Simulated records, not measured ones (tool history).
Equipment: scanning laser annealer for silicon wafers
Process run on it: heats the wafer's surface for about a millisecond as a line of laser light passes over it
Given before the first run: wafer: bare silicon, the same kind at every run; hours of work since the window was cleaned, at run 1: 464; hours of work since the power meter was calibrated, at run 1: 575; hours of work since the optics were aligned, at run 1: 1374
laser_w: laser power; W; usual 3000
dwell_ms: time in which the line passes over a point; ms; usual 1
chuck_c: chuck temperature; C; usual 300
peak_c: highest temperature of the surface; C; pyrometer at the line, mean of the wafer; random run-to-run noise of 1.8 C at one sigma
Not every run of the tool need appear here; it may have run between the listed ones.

| run | hour | laser_w | dwell_ms | chuck_c | hours of work since the window was cleaned | hours of work since the power meter was calibrated | hours of work since the optics were aligned | peak_c |
|---|---|---|---|---|---|---|---|---|
| 1 | 0 | 3000 | 1 | 300 | 464 | 575 | 1374 | 970 |
| 2 | 43.8 | 3000 | 1 | 300 | 485 | 596 | 1394 | 965 |
| 3 | 95.6 | 3000 | 1 | 300 | 509 | 620 | 1419 | 965 |
| 4 | 135 | 3000 | 1 | 300 | 528 | 639 | 1437 | 961 |
| 5 | 158.4 | 3000 | 1 | 300 | 539 | 650 | 1448 | 964 |
| 6 | 212.3 | 3000 | 1 | 300 | 564 | 675 | 1474 | 962 |
| 7 | 246.2 | 3000 | 1 | 289 | 580 | 691 | 1490 | 949 |
| 8 | 293.8 | 3000 | 1 | 300 | 603 | 714 | 1512 | 960 |
| 9 | 342.7 | 3000 | 1 | 300 | 626 | 737 | 1535 | 961 |
| 10 | 379.6 | 2770 | 1.04 | 293 | 643 | 754 | 1552 | 899 |
| 11 | 419.1 | 2770 | 1.04 | 293 | 662 | 773 | 1571 | 906 |
| 12 | 472 | 3064 | 0.76 | 325 | 687 | 798 | 1596 | 902 |
| 13 | 510.1 | 3119 | 0.81 | 332 | 705 | 816 | 1614 | 940 |
| 14 | 556.5 | 2846 | 1.2 | 275 | 726 | 837 | 1636 | 955 |
| 15 | 590.9 | 2623 | 1.05 | 339 | 743 | 854 | 1652 | 906 |
| 16 | 619.2 | 2953 | 1 | 300 | 756 | 867 | 1665 | 941 |

Some steps in peak_c, run to run, broken into two amounts with sign: the step expected even without the hidden condition (settings, incoming material, random variation), and the rest, left for the hidden condition together with whatever gauge scatter is not in both the measured and the hidden-condition-free result:
Hidden state at play: light that passes the window, % of a clean one's; laser's true power over the reading, %; width of the line over the set one, %; drift of the gauge itself on peak_c, C.
Run 9 -> 10: laser_w 3000 -> 2770, dwell_ms 1 -> 1.04, chuck_c 300 -> 293. peak_c -62 C: hidden state +1, all else -63.
Run 14 -> 15: laser_w 2846 -> 2623, dwell_ms 1.2 -> 1.05, chuck_c 275 -> 339. peak_c -49 C: hidden state +7, all else -56.
